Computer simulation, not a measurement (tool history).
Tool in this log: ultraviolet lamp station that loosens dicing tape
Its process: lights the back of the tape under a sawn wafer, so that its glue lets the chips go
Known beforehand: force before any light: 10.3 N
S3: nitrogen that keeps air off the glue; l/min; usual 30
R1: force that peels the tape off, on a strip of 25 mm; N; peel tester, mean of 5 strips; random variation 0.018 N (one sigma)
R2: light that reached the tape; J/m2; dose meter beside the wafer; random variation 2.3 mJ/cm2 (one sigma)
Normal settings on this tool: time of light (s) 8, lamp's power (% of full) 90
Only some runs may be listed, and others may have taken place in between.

run 1 hour=0.0 | time_of_light_(s)=8 lamp's_power_(%_of_full)=90 S3=30 | R1=1.243 R2=2140
run 2 hour=8.1 | time_of_light_(s)=8 lamp's_power_(%_of_full)=86 S3=30 | R1=1.324 R2=1980
run 3 hour=18.7 | time_of_light_(s)=8 lamp's_power_(%_of_full)=90 S3=30 | R1=1.245 R2=2130
run 4 hour=31.7 | time_of_light_(s)=8 lamp's_power_(%_of_full)=90 S3=30 | R1=1.250 R2=2040
run 5 hour=46.2 | time_of_light_(s)=6 lamp's_power_(%_of_full)=90 S3=30 | R1=2.137 R2=1580
run 6 hour=62.4 | time_of_light_(s)=6 lamp's_power_(%_of_full)=90 S3=30 | R1=2.168 R2=1520
run 7 hour=70.8 | time_of_light_(s)=8 lamp's_power_(%_of_full)=90 S3=30 | R1=1.252 R2=2070
run 8 hour=81.8 | time_of_light_(s)=8 lamp's_power_(%_of_full)=90 S3=30 | R1=1.254 R2=2070
run 9 hour=98.1 | time_of_light_(s)=8 lamp's_power_(%_of_full)=90 S3=13 | R1=2.267 R2=2010
run 10 hour=106.4 | time_of_light_(s)=8 lamp's_power_(%_of_full)=90 S3=13 | R1=2.247 R2=2060
run 11 hour=117.7 | time_of_light_(s)=8 lamp's_power_(%_of_full)=90 S3=13 | R1=2.144 R2=2000
run 12 hour=130.7 | time_of_light_(s)=8 lamp's_power_(%_of_full)=90 S3=30 | R1=1.358 R2=2000
run 13 hour=144.3 | time_of_light_(s)=8 lamp's_power_(%_of_full)=90 S3=30 | R1=1.313 R2=2020
run 14 hour=159.0 | time_of_light_(s)=8 lamp's_power_(%_of_full)=90 S3=30 | R1=1.315 R2=2040
run 15 hour=170.7 | time_of_light_(s)=8 lamp's_power_(%_of_full)=90 S3=15 | R1=2.089 R2=1990
run 16 hour=179.5 | time_of_light_(s)=8 lamp's_power_(%_of_full)=61 S3=15 | R1=3.489 R2=1410
-- hour=181.6 window cleaned of glue's vapour
run 17 hour=194.1 | time_of_light_(s)=10 lamp's_power_(%_of_full)=86 S3=27 | R1=0.899 R2=2540
run 18 hour=206.9 | time_of_light_(s)=12 lamp's_power_(%_of_full)=79 S3=36 | R1=0.574 R2=2750
run 19 hour=217.4 | time_of_light_(s)=12 lamp's_power_(%_of_full)=66 S3=36 | R1=0.872 R2=2300
run 20 hour=228.6 | time_of_light_(s)=6 lamp's_power_(%_of_full)=88 S3=30 | R1=2.116 R2=1540

Expected results for the next run?
run 21 hour=244.5 | time_of_light_(s)=4 lamp's_power_(%_of_full)=90 S3=30 | R1=? R2=?

{"run 21": {"R1": 3.509, "R2": 1040}}
Take away the tool's hidden state, keep the run-to-run variation as it was, and the same run would have given R1 2.893 N, R2 1230 J/m2.

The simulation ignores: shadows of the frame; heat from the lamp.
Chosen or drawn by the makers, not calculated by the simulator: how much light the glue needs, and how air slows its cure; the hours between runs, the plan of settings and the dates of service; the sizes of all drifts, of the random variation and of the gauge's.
